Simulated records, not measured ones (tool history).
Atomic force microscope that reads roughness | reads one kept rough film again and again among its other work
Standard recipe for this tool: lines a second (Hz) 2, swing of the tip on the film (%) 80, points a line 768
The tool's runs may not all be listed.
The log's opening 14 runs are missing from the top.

| run | hour | lines a second (Hz) | swing of the tip on the film (%) | points a line | pictures with this tip | hours of work since the height scale was calibrated | roughness of the kept film (nm (root mean square)) |
|---|---|---|---|---|---|---|---|
| 15 | 271.1 | 2 | 80 | 333 | 18 | 49 | 0.813 |
| 16 | 282.2 | 2 | 80 | 768 | 31 | 56 | 0.812 |
| 17 | 307.4 | 2 | 80 | 768 | 59 | 71 | 0.785 |
|  | 321.4 | new tip fitted |
| 18 | 331.7 | 2 | 80 | 768 | 11 | 85 | 0.826 |
| 19 | 348.6 | 2 | 80 | 768 | 31 | 95 | 0.806 |
| 20 | 373.7 | 0.53 | 62 | 823 | 59 | 110 | 0.891 |
|  | 386.7 | new tip fitted |
| 21 | 395.1 | 0.53 | 62 | 823 | 10 | 123 | 0.943 |
| 22 | 418.7 | 0.51 | 61 | 473 | 37 | 137 | 0.907 |
| 23 | 435.5 | 0.73 | 58 | 620 | 56 | 147 | 0.895 |
|  | 450.9 | new tip fitted |
| 24 | 458.8 | 1.12 | 74 | 312 | 9 | 161 | 0.893 |

For run 25, what comes out?
| 25 | 483.2 | 2.96 | 58 | 768 | 37 | 175 | ? |

roughness of the kept film (nm (root mean square)): 0.866
With no hidden state in the tool, this same run would have given roughness of the kept film (nm (root mean square)) 0.902.
